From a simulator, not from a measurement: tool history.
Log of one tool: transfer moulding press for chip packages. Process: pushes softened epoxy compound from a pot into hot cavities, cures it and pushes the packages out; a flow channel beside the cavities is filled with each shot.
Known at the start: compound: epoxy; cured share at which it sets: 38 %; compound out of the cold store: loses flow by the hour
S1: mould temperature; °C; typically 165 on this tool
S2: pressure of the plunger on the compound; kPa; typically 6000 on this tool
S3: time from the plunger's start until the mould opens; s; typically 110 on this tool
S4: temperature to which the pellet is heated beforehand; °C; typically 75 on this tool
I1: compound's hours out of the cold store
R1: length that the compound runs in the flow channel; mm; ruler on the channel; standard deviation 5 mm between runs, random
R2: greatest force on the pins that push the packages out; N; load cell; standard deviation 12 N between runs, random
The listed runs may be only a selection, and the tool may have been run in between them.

run   hour   S1    S2   S3  S4    I1   R1    R2
  1      0  165  6000  110  75  33.2  607   851
      10.6  -- plunger's sealing rings changed
      20.1  -- mould's thermocouples calibrated
  2     25  165  6000  110  75  24.1  672   897
  3   39.2  165  6000  101  75  18.3  695  1200
        63  -- cavities cleaned with cleaning compound and waxed
  4     63  165  6000  101  75  19.4  686   632
  5   85.2  165  6000  101  75  17.6  691   836
  6  110.7  165  6000  110  75  25.5  666   871
  7  126.2  165  6000  110  75  46.9  582   912
  8  147.5  165  6000  110  75  37.8  612   966
       170  -- cavities cleaned with cleaning compound and waxed
  9  171.9  165  6000   96  75    35  621   736
 10  195.8  165  6000   96  75  39.4  593   924
 11  213.7  165  5890  110  75  44.1  578   825
 12  228.2  165  5890  110  75  20.6  656   916
       253  -- plunger's sealing rings changed
 13  253.5  165  5730  110  75  26.8  643  1010
 14    276  161  6000  110  75  44.5  622  1275
     280.1  -- cavities cleaned with cleaning compound and waxed
 15  291.7  168  5350  110  75  22.5  630   562
 16  310.1  160  6000  142  70  16.1  714   720
 17  323.4  167  7080  148  82   8.3  790   670
 18  340.9  167  5950  114  75  12.5  701   823
 19  361.7  167  5950  114  75  33.2  621   857
 20  380.4  161  6000   95  79  14.8  707  1973
     386.7  -- cavities cleaned with cleaning compound and waxed
 21    404  165  6000  140  83   9.7  719   530
 22    417  160  5510  114  83  43.7  580   913
 23  430.5  160  5510  114  83  47.6  559   997
 24  449.5  160  6960  123  70  43.4  650   993
 25  465.6  160  6960  123  70  34.2  675  1055
     494.3  -- plunger's sealing rings changed
     495.8  -- cavities cleaned with cleaning compound and waxed
 26  496.4  165  7150  110  75  39.6  668   547
 27  511.4  165  5120  110  79    42  561   686
 28  530.2  167  5610  128  72  41.1  584   645

What if the next run were any one of these 4? Each begins from the tool's condition after run 28:
  A  546.1  167  4800  128  72  16.8   ?   ?
  B  546.1  168  5360  132  72    12   ?   ?
  C  546.1  171  5610  128  72  25.4   ?   ?
  D  546.1  170  6000  110  75  12.1   ?   ?

run   R1   R2
  A  626  715
  B  669  717
  C  623  687
  D  709  753
With no hidden state in the tool, these same runs would have given:
run   R1   R2
  A  633  440
  B  677  441
  C  630  425
  D  717  461
